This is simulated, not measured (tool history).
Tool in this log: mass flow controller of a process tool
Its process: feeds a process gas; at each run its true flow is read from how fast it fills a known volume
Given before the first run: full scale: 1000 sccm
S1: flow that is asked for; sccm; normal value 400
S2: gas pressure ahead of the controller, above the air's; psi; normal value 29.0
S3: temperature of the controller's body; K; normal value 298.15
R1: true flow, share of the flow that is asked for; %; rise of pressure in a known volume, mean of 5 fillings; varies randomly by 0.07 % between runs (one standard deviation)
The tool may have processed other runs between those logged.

Run 1, hour 0.0: usual settings. Result: R1 100.37 %.
Run 2, hour 158.5: usual settings but S3 308.15 K. Result: R1 99.49 %.
Run 3, hour 347.0: usual settings but S3 308.15 K. Result: R1 99.80 %.
Run 4, hour 539.9: usual settings. Result: R1 100.68 %.
Run 5, hour 693.9: usual settings but S3 306.15 K. Result: R1 100.15 %.
Run 6, hour 899.9: usual settings but S3 300.15 K. Result: R1 100.78 %.
Run 7, hour 1038.6: usual settings but S3 300.15 K. Result: R1 100.71 %.
Run 8, hour 1143.2: usual settings but S3 300.15 K. Result: R1 100.82 %.
Run 9, hour 1367.7: usual settings but S3 300.15 K. Result: R1 100.94 %.
Run 10, hour 1557.2: usual settings. Result: R1 101.17 %.
Run 11, hour 1707.5: usual settings. Result: R1 101.27 %.
Run 12, hour 1819.1: usual settings. Result: R1 101.30 %.
Run 13, hour 2023.2: usual settings. Result: R1 101.58 %.
Run 14, hour 2146.3: usual settings. Result: R1 101.53 %.
At hour 2158.3: controller's zero set anew.
Run 15, hour 2305.0: usual settings but S3 309.15 K. Result: R1 101.46 %.
Run 16, hour 2484.7: usual settings but S3 309.15 K. Result: R1 101.58 %.
Run 17, hour 2612.6: usual settings but S1 315 sccm, S3 309.15 K. Result: R1 102.39 %.
Run 18, hour 2785.0: usual settings but S1 315 sccm, S3 309.15 K. Result: R1 102.33 %.
Run 19, hour 2974.5: usual settings but S1 232 sccm, S3 309.15 K. Result: R1 103.80 %.
Run 20, hour 3128.9: usual settings but S3 294.15 K. Result: R1 103.27 %.
Run 21, hour 3281.0: usual settings but S3 299.15 K. Result: R1 102.88 %.
Run 22, hour 3449.6: usual settings but S3 299.15 K. Result: R1 103.06 %.
At hour 3514.9: controller's zero set anew, once more.
Run 23, hour 3577.0: usual settings but S3 299.15 K. Result: R1 99.92 %.
Run 24, hour 3741.4: usual settings but S1 219 sccm, S3 304.15 K. Result: R1 99.38 %.
Run 25, hour 3875.4: usual settings but S1 219 sccm, S3 304.15 K. Result: R1 99.60 %.
Run 26, hour 4100.5: usual settings but S1 196 sccm, S2 37.4 psi, S3 296.15 K. Result: R1 99.97 %.
Run 27, hour 4261.1: usual settings but S1 149 sccm, S3 299.15 K. Result: R1 100.57 %.
Run 28, hour 4431.0: usual settings but S1 149 sccm, S3 299.15 K. Result: R1 100.71 %.
Run 29, hour 4567.9: usual settings but S2 40.2 psi, S3 297.15 K. Result: R1 100.08 %.
Run 30, hour 4712.3: usual settings but S2 36.3 psi, S3 307.15 K. Result: R1 99.73 %.
Run 31, hour 4857.4: usual settings but S1 997 sccm, S2 30.3 psi, S3 306.15 K. Result: R1 100.91 %.
Run 32, hour 4996.4: usual settings but S1 997 sccm, S2 30.3 psi, S3 306.15 K. Result: R1 100.69 %.
Run 33, hour 5152.9: usual settings but S1 997 sccm, S2 30.3 psi, S3 297.15 K. Result: R1 101.56 %.
Run 34, hour 5254.3: usual settings but S1 447 sccm, S2 28.0 psi, S3 294.15 K. Result: R1 101.41 %.
Run 35, hour 5425.7: usual settings but S1 447 sccm, S2 29.9 psi, S3 294.15 K. Result: R1 101.28 %.
Run 36, hour 5643.9: usual settings but S1 447 sccm, S2 29.9 psi, S3 294.15 K. Result: R1 101.56 %.
Run 37, hour 5829.0: usual settings but S1 447 sccm, S2 29.9 psi, S3 294.15 K. Result: R1 101.56 %.
Run 38, hour 6055.3: usual settings but S1 447 sccm, S2 27.1 psi, S3 294.15 K. Result: R1 101.84 %.
Run 39, hour 6284.7: usual settings but S3 300.15 K. Result: R1 101.34 %.
Run 40, hour 6474.9: usual settings but S3 300.15 K. Result: R1 101.55 %.
Run 41, hour 6658.2: usual settings but S1 339 sccm, S2 21.5 psi, S3 296.15 K. Result: R1 102.51 %.
Run 42, hour 6835.5: usual settings but S1 339 sccm, S2 21.5 psi, S3 296.15 K. Result: R1 102.53 %.
Run 43, hour 6936.8: usual settings but S1 339 sccm, S2 21.5 psi, S3 296.15 K. Result: R1 102.68 %.
Run 44, hour 7142.5: usual settings but S1 339 sccm, S2 21.5 psi, S3 296.15 K. Result: R1 102.78 %.
Run 45, hour 7270.1: usual settings but S1 961 sccm, S2 32.1 psi, S3 312.15 K. Result: R1 100.76 %.
Run 46, hour 7447.0: usual settings but S1 717 sccm, S2 36.4 psi. Result: R1 101.81 %.

How would selected steps in R1 from run to run divide? Give the signed amount a tool lacking its hidden state would still show from settings, what came in and random variation, and the signed amount left for the hidden state, including any gauge scatter that is not in both of the compared results.
The tool's hidden condition here consists of: flow at rest that the sensor doesn't see, % of full scale; true flow over the shown one, %; drift of the gauge itself on true_pct, %.
Run 18 -> 19: S1 315 -> 232. R1 +1.47 %: hidden state +1.47, all else +0.00.
Run 19 -> 20: S1 232 -> 400, S3 309.15 -> 294.15. R1 -0.53 %: hidden state -2.04, all else +1.51.
Run 22 -> 23: controller's zero set anew, once more. R1 -3.14 %: hidden state -3.07, all else -0.07.
Run 44 -> 45: S1 339 -> 961, S2 21.5 -> 32.1, S3 296.15 -> 312.15. R1 -2.02 %: hidden state -1.14, all else -0.88.
